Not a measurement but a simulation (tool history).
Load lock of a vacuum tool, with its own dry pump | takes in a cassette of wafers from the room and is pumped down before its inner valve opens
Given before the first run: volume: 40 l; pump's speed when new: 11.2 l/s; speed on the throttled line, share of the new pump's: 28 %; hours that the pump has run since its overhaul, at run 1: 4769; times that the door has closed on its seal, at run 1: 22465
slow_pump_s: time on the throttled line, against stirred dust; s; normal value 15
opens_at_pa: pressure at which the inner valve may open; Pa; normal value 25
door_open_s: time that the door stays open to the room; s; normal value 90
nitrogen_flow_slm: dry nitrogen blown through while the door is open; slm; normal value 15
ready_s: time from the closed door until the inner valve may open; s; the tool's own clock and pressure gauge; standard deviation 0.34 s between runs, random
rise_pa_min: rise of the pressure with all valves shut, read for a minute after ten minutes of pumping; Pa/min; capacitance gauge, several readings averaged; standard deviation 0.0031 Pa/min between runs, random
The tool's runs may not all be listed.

run    hour  slow_pump_s  opens_at_pa  door_open_s  nitrogen_flow_slm  hours that the pump has run since its overhaul  times that the door has closed on its seal  incoming humidity of the room's air, %  ready_s  rise_pa_min
  1       0           15           25           90                 15                                            4769                                       22465                                    42.8     43.5        0.358
  2    83.7           15           25           90                 15                                            4853                                       22735                                      43     42.9        0.357
  3   204.1           15           25           90                 15                                            4973                                       23123                                    44.8     43.6        0.355
  4   315.3           15           25           90                 15                                            5085                                       23482                                    47.2     43.6        0.367
  5   466.1           15           25           90                  5                                            5235                                       23968                                    44.8       43        0.408
  6   656.6           15           28           90                 15                                            5426                                       24582                                    45.7     43.3        0.401
  7     755           15           25           90                 15                                            5524                                       24900                                    46.3     44.3        0.398
  8   893.2           15           25           90                 15                                            5663                                       25345                                    44.9       44        0.414
  9    1001           15           25           90                 15                                            5770                                       25693                                    46.2     44.3         0.42
 10  1153.9           15           25           90                 15                                            5923                                       26186                                      40     43.7        0.422
 11  1280.1           15           25           90                 15                                            6049                                       26592                                    44.8     43.5        0.439
 12  1415.3           15           25           59                 15                                            6185                                       27028                                    42.6     43.8        0.428
 13  1603.1           15           25           59                 15                                            6372                                       27634                                    44.3     44.5        0.434
 14  1718.2           15           25           59                 15                                            6488                                       28005                                    42.5     44.6        0.435
 15  1819.1           15           25           59                 15                                            6588                                       28330                                    46.1     45.1        0.454
 16  1913.3           15           25           59                 15                                            6683                                       28634                                    47.1     44.7        0.461
 17    2002           15           25           90                 15                                            6771                                       28920                                      44     44.2        0.489
 18  2191.1           15           25           90                 15                                            6960                                       29530                                    45.3       45          0.5
 19    2368           15           25           43                 15                                            7137                                       30100                                    44.7     44.6        0.473
 20  2531.8           15           25           43                 15                                            7301                                       30628                                    43.5     45.3        0.486
 21  2692.7           15           25           43                 15                                            7462                                       31147                                      43     45.2        0.499
 22  2844.4           17           46           43                 15                                            7614                                       31636                                    42.4     44.8        0.514
 23  3004.4            8           25           70                 18                                            7774                                       32152                                    44.4     40.4        0.531
 24  3200.4           15           25           34                  8                                            7970                                       32784                                    45.5     45.8        0.552
 25  3406.9           15           25           34                  8                                            8176                                       33450                                    43.1     46.2        0.548
 26  3566.4           15           25           34                  8                                            8336                                       33964                                    46.1     45.9        0.562
 27  3729.1           15           25           34                  8                                            8498                                       34488                                    47.3     45.8        0.588
 28  3877.3           15           24           35                  8                                            8647                                       34966                                    44.3     46.7        0.608
 29    4054           15           49           51                 15                                            8823                                       35536                                    44.9     42.8        0.613
     4095.4  -- door's seal changed, seat wiped
 30  4230.7           15           25           90                 24                                            8999                                         436                                    41.8       46        0.063
 31  4334.6           12           23           67                  4                                            9102                                         771                                    46.4     45.2         0.09
 32  4513.5           12           23           67                  4                                            9281                                        1348                                    45.4     44.7        0.093
 33  4600.1           24           42          105                 31                                            9368                                        1627                                    45.1     49.9         0.07
 34  4725.2           15           25           89                  7                                            9493                                        2030                                    44.7     46.9        0.106
 35  4889.6           15           25           89                  7                                            9657                                        2560                                      48     46.9        0.112
 36  5040.9           27           25           91                  4                                            9809                                        3048                                    41.4     54.5        0.111
 37  5200.5           27           25           91                  4                                            9968                                        3563                                    46.7     54.9        0.125
 38  5318.9           12           29          163                 10                                           10087                                        3944                                    43.4     44.5        0.146

Alternative continuations, all from the tool just after run 38; predict every row:
  A  5471.2           15           22           90                 15                                           10239                                        4435                                    46.6        ?            ?
  B  5471.2           12           31           52                 38                                           10239                                        4435                                    46.4        ?            ?
  C  5471.2           15           31           90                 15                                           10239                                        4435                                    45.8        ?            ?

run  ready_s  rise_pa_min
  A     48.3        0.102
  B     44.7        0.051
  C     46.6        0.096
Take away the tool's hidden state, keep each run's random variation, and the runs would have read:
run  ready_s  rise_pa_min
  A     41.2        0.076
  B     37.8        0.025
  C     39.9        0.071

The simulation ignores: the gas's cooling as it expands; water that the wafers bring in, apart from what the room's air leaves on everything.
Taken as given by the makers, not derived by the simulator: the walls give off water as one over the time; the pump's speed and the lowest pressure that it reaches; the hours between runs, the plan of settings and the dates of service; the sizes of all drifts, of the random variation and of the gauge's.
